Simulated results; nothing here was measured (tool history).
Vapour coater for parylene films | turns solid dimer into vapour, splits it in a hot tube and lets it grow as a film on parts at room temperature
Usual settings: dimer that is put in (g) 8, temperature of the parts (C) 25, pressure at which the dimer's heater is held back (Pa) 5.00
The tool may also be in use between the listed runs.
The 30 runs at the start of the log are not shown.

run	hour	dimer that is put in (g)	temperature of the parts (C)	pressure at which the dimer's heater is held back (Pa)	hours of work since the trap's valve was overhauled	hours of work since the table's thermometer was calibrated	thickness of the film (nm)
31	1392.2	7	19	5.00	157	855	4300
32	1451.4	5	19	2.49	192	890	3210
33	1484.9	4	23	5.00	211	910	2220
34	1549.7	4	23	5.00	250	948	2200
35	1586.9	4	23	5.00	272	970	2210
36	1653.6	10	36	5.00	311	1009	4020
37	1713.9	5	20	2.95	347	1045	3000
38	1762.6	5	18	2.35	376	1074	3130
39	1801.7	12	25	10.30	399	1097	5950
# hour 1831.0: trap's valve overhauled
40	1845.1	8	37	5.00	8	1120	3330
41	1891.5	8	25	11.09	36	1148	4240
42	1919.9	8	26	3.71	53	1164	4330
43	1962.6	4	35	6.88	78	1190	1700

What if the next run were any one of these 5? Each begins from the tool's condition after run 43:
A	1997.1	5	28	7.05	98	1210	?
B	1997.1	4	25	4.20	98	1210	?
C	1997.1	8	25	7.07	98	1210	?
D	1997.1	5	23	3.04	98	1210	?
E	1997.1	4	31	4.29	98	1210	?

run	thickness of the film (nm)
A	2530
B	2190
C	4290
D	2900
E	1910
What these runs would have given with no unlogged condition in the tool:
run	thickness of the film (nm)
A	2560
B	2230
C	4350
D	2940
E	1940
